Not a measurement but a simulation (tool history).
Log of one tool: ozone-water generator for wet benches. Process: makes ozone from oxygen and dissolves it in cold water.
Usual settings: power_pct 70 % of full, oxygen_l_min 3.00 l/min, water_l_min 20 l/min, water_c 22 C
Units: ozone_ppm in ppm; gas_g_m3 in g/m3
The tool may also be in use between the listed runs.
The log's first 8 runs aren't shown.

run    hour  power_pct  oxygen_l_min  water_l_min  water_c  hours of work since the electrodes were changed  hours of work since the contactor was cleaned  hours of work since the thermometer was calibrated  ozone_ppm  gas_g_m3
  9   879.1         70          2.35           20       22                                             2128                                           4679                                                3768       13.6     276.5
 10   971.2         70          2.35           20       22                                             2206                                           4756                                                3846       13.8     279.2
 11  1129.7         70          4.86           20       22                                             2340                                           4890                                                3980       16.6     213.0
 12  1237.0         84          3.00           20       22                                             2431                                           4981                                                4070       17.3     296.4
 13  1397.5         84          3.00           20       22                                             2566                                           5117                                                4206       17.4     298.6
 14  1472.9         84          3.00           20       22                                             2630                                           5180                                                4269       17.2     297.7
 15  1593.0         70          3.00           20       22                                             2731                                           5282                                                4371       14.6     252.3
 16  1735.7         70          3.00           20       22                                             2852                                           5402                                                4492       14.3     253.7
 17  1877.2         70          3.00           20       22                                             2971                                           5522                                                4611       14.6     252.6
 18  2019.5         85          3.00           19       15                                             3092                                           5642                                                4731       19.2     292.8
 19  2088.1         85          3.00           21       25                                             3150                                           5700                                                4789       15.7     294.4
 20  2200.7         86          3.75           16       22                                             3245                                           5795                                                4884       21.9     274.6
     2314.3  -- water thermometer calibrated
 21  2337.3         70          3.93           20       22                                             3360                                           5910                                                  19       15.6     228.0
 22  2420.1         64          3.00           22       22                                             3430                                           5980                                                  89       12.3     228.9
 23  2502.0         70          3.00           20       22                                             3499                                           6049                                                 159       14.2     248.5
 24  2635.0         76          2.23           13       20                                             3611                                           6162                                                 271       20.8     294.9
 25  2759.3         83          3.20           32       23                                             3716                                           6267                                                 376       10.4     280.5
 26  2865.8         83          3.20           32       23                                             3806                                           6357                                                 466       10.4     275.6
 27  3000.1         81          3.51           18       16                                             3920                                           6470                                                 579       19.8     262.3
 28  3082.5         69          2.09           25       21                                             3989                                           6540                                                 649        9.8     275.8
 29  3172.2         85          3.00           20       19                                             4065                                           6616                                                 725       17.1     288.4
 30  3298.6         85          3.00           20       19                                             4172                                           6722                                                 832       17.0     285.0
 31  3396.3         85          3.00           20       19                                             4255                                           6805                                                 914       16.7     285.7
 32  3522.5         70          3.00           14       15                                             4361                                           6912                                                1021       20.8     243.3
 33  3603.7         70          4.62           20       22                                             4430                                           6980                                                1089       15.6     209.0

4 ways to go on from here, each from the tool as it stands after run 33. What would each give?
  A  3740.5         70          3.00           20       19                                             4545                                           7096                                                1205          ?         ?
  B  3740.5         54          4.13           20       22                                             4545                                           7096                                                1205          ?         ?
  C  3740.5         89          4.62           20       22                                             4545                                           7096                                                1205          ?         ?
  D  3740.5         70          3.60           17       18                                             4545                                           7096                                                1205          ?         ?

run  ozone_ppm  gas_g_m3
  A       14.1     243.3
  B       12.2     173.3
  C       18.5     252.4
  D       17.4     226.9
Without the tool's hidden state the same runs would have given:
run  ozone_ppm  gas_g_m3
  A       16.5     270.1
  B       14.0     187.9
  C       22.2     286.5
  D       20.4     251.9
